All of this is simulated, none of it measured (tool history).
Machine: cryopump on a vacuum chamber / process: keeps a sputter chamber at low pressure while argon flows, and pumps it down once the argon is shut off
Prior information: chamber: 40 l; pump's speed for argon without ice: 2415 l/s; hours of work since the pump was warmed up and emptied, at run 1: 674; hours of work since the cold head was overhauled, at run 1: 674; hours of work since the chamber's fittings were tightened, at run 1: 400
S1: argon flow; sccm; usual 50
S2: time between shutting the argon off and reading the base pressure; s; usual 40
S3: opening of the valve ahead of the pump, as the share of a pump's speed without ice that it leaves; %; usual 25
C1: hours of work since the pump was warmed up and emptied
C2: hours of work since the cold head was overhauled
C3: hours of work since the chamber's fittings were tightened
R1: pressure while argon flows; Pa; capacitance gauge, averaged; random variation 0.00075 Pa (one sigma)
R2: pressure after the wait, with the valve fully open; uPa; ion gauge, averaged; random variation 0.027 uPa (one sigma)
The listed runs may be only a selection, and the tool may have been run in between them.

| run | hour | S1 | S2 | S3 | C1 | C2 | C3 | R1 | R2 |
|---|---|---|---|---|---|---|---|---|---|
| 1 | 0 | 50 | 40 | 25 | 674 | 674 | 400 | 0.1492 | 1.48 |
| 2 | 25.1 | 50 | 40 | 25 | 689 | 689 | 415 | 0.1489 | 1.5 |
| 3 | 55.6 | 50 | 40 | 25 | 706 | 706 | 433 | 0.1502 | 1.51 |
| 4 | 74 | 50 | 22 | 25 | 717 | 717 | 444 | 0.1505 | 2.41 |
| 5 | 99.2 | 77 | 40 | 25 | 732 | 732 | 458 | 0.2321 | 1.5 |
| 6 | 117.1 | 50 | 40 | 25 | 742 | 742 | 469 | 0.1507 | 1.53 |
| 7 | 135.2 | 50 | 40 | 25 | 753 | 753 | 480 | 0.1511 | 1.58 |
| 8 | 151.7 | 50 | 40 | 25 | 763 | 763 | 489 | 0.1515 | 1.6 |
| 9 | 172.7 | 50 | 292 | 25 | 775 | 775 | 501 | 0.1501 | 0.72 |
| 10 | 186.7 | 49 | 51 | 21 | 783 | 783 | 510 | 0.1755 | 1.4 |
| 11 | 200.7 | 49 | 51 | 21 | 791 | 791 | 518 | 0.1731 | 1.32 |
| 12 | 227.8 | 94 | 125 | 25 | 807 | 807 | 534 | 0.2844 | 0.9 |
| 13 | 255.1 | 94 | 125 | 25 | 823 | 823 | 550 | 0.2869 | 0.89 |
| 14 | 277.8 | 56 | 136 | 25 | 837 | 837 | 563 | 0.1714 | 0.91 |
| 15 | 300 | 62 | 37 | 25 | 850 | 850 | 576 | 0.1897 | 1.76 |
| 16 | 323.8 | 62 | 37 | 37 | 864 | 864 | 590 | 0.1337 | 1.71 |
|  | 339.3 | pump warmed up, emptied and cooled again |
| 17 | 358.6 | 60 | 92 | 25 | 11 | 881 | 608 | 0.1686 | 0.94 |
| 18 | 388.3 | 32 | 54 | 25 | 29 | 899 | 625 | 0.0903 | 1.29 |

Predict each of these 3 candidate next runs independently; none follows another, all start after run 18:
| A | 418.1 | 61 | 40 | 31 | 46 | 916 | 642 | ? | ? |
| B | 418.1 | 50 | 210 | 25 | 46 | 916 | 642 | ? | ? |
| C | 418.1 | 34 | 54 | 25 | 46 | 916 | 642 | ? | ? |

| run | R1 | R2 |
|---|---|---|
| A | 0.1394 | 1.52 |
| B | 0.1403 | 0.66 |
| C | 0.0949 | 1.27 |
The same runs, with their run-to-run variation unchanged, on a tool lacking any hidden condition would have given:
| run | R1 | R2 |
|---|---|---|
| A | 0.1384 | 1.16 |
| B | 0.1395 | 0.3 |
| C | 0.0944 | 0.9 |
